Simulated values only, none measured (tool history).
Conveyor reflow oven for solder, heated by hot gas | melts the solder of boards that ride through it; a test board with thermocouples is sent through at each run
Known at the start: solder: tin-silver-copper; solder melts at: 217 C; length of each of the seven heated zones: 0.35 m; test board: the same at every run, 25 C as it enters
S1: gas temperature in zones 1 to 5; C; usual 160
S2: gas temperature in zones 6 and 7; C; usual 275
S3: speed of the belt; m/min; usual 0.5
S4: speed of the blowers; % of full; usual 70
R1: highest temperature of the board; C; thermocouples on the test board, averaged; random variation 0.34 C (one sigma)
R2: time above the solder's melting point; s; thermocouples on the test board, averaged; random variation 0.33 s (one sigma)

Run 1, day 0: usual settings. Result: R1 254.7 C, R2 58.9 s.
Run 2, day 0.288: usual settings but S4 63 % of full. Result: R1 252.8 C, R2 57.3 s.
Run 3, day 0.529: usual settings but S4 63 % of full. Result: R1 253 C, R2 57.2 s.
Run 4, day 0.804: usual settings but S3 0.438 m/min, S4 63 % of full. Result: R1 258.2 C, R2 71.3 s.
Run 5, day 1.096: usual settings but S3 0.438 m/min, S4 77 % of full. Result: R1 261.6 C, R2 75.1 s.
Run 6, day 1.354: usual settings but S3 0.438 m/min, S4 77 % of full. Result: R1 262.2 C, R2 74.8 s.
Run 7, day 1.808: usual settings but S3 0.438 m/min, S4 77 % of full. Result: R1 262.4 C, R2 75 s.
Run 8, day 2.258: usual settings but S1 149 C, S3 0.438 m/min, S4 77 % of full. Result: R1 260.2 C, R2 70 s.
Run 9, day 2.629: usual settings but S1 149 C, S3 0.438 m/min, S4 77 % of full. Result: R1 259.7 C, R2 70.3 s.
At day 2.862: flux residue cleaned out of gas plates and filters.
Run 10, day 3.133: usual settings but S1 148 C, S2 285 C. Result: R1 261.6 C, R2 60.2 s.
Run 11, day 3.462: usual settings but S1 148 C, S2 285 C. Result: R1 260.6 C, R2 60.1 s.

The next listed run, before its measurement:
Run 12, day 3.704: usual settings but S1 148 C, S3 0.505 m/min. Result: R1 ?, R2 ?.

R1: 251.7 C
R2: 52.3 s
Without the tool's hidden state the same run would have given R1 251.5 C, R2 52.3 s.
